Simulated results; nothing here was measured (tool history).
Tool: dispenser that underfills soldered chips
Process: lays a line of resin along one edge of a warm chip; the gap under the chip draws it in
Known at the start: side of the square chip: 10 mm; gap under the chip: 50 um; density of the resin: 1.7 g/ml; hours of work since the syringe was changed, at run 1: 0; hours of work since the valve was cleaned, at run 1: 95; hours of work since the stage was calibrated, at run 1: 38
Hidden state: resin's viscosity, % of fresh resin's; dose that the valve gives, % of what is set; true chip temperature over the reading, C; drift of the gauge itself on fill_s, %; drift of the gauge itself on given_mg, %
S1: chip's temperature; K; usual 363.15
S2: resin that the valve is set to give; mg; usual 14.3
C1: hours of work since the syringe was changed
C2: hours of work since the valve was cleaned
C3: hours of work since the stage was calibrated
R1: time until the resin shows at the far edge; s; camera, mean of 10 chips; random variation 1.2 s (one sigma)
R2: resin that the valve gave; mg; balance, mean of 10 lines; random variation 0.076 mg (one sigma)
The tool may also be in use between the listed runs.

run,day,S1,S2,C1,C2,C3,R1,R2
1,0,363.15,14.3,0,95,38,114.3,13.43
2,0.212,363.15,14.3,3,99,41,135.8,13.25
3,0.408,363.15,14.3,6,102,44,155.7,13.16
4,0.525,363.15,14.5,8,103,46,176.7,13.44
# day 0.604: new syringe of resin
5,0.692,363.15,14.5,1,106,48,122.2,13.62
6,0.871,363.15,14.5,4,108,51,138.1,13.41
7,1.062,363.15,14.3,7,111,54,165,13.3
# day 1.208: new syringe of resin
8,1.254,363.15,14.3,1,114,56,113.7,13.26
9,1.379,363.15,14.3,3,116,58,126.7,13.12
10,1.5,363.15,14.3,4,118,60,142,13.26
11,1.662,363.15,17.6,7,120,62,157.6,16.18
# day 1.829: new syringe of resin
12,1.829,363.15,12.6,0,122,65,111.2,11.6
13,1.925,363.15,12.6,2,124,66,123.8,11.59
14,2.038,363.15,14.3,3,126,68,131.1,13.16
15,2.229,363.15,14.3,6,128,71,151.6,13.04
16,2.321,363.15,14.3,7,130,72,170.4,13.17
# day 2.433: new syringe of resin
17,2.446,363.15,14.3,0,132,74,114.4,13.06
18,2.654,370.15,14.3,3,135,77,96.5,12.92
19,2.792,363.15,14.7,5,137,79,149.1,13.36
20,3.004,363.15,13.8,9,140,82,176.8,12.51
# day 3.038: new syringe of resin
21,3.129,363.15,13.8,1,142,84,120.4,12.49
# day 3.229: dispensing valve cleaned and set on the balance
22,3.375,363.15,13.8,4,2,87,140.1,13.67
23,3.571,363.15,13.8,7,5,90,164,13.7
# day 3.679: new syringe of resin
24,3.721,356.15,12.8,1,7,92,164.7,12.68
25,3.917,356.15,12.8,4,10,95,191.9,12.73
26,4.05,365.15,16.9,6,12,97,132.5,16.68
27,4.229,365.15,16.9,8,15,100,154.3,16.61
# day 4.283: new syringe of resin
28,4.338,350.15,16.9,1,16,101,222.3,16.52
29,4.521,377.15,17.3,4,19,104,68.9,17.23
30,4.742,377.15,12.3,7,22,107,85.3,11.98
31,4.854,362.15,16.4,9,24,109,181.9,16.2
# day 4.883: new syringe of resin
32,5.083,374.15,16.4,3,27,112,74.7,15.9
33,5.229,374.15,16.4,5,30,114,85.2,15.88
34,5.379,374.15,14.5,7,32,117,97.1,14.23

Forecast run 35:
# day 5.492: new syringe of resin
35,5.521,377.15,14.5,0,34,119,?,?

R1: 57.7 s
R2: 14 mg
Without the tool's hidden state the same run would have given R1 57.3 s, R2 14.37 mg.
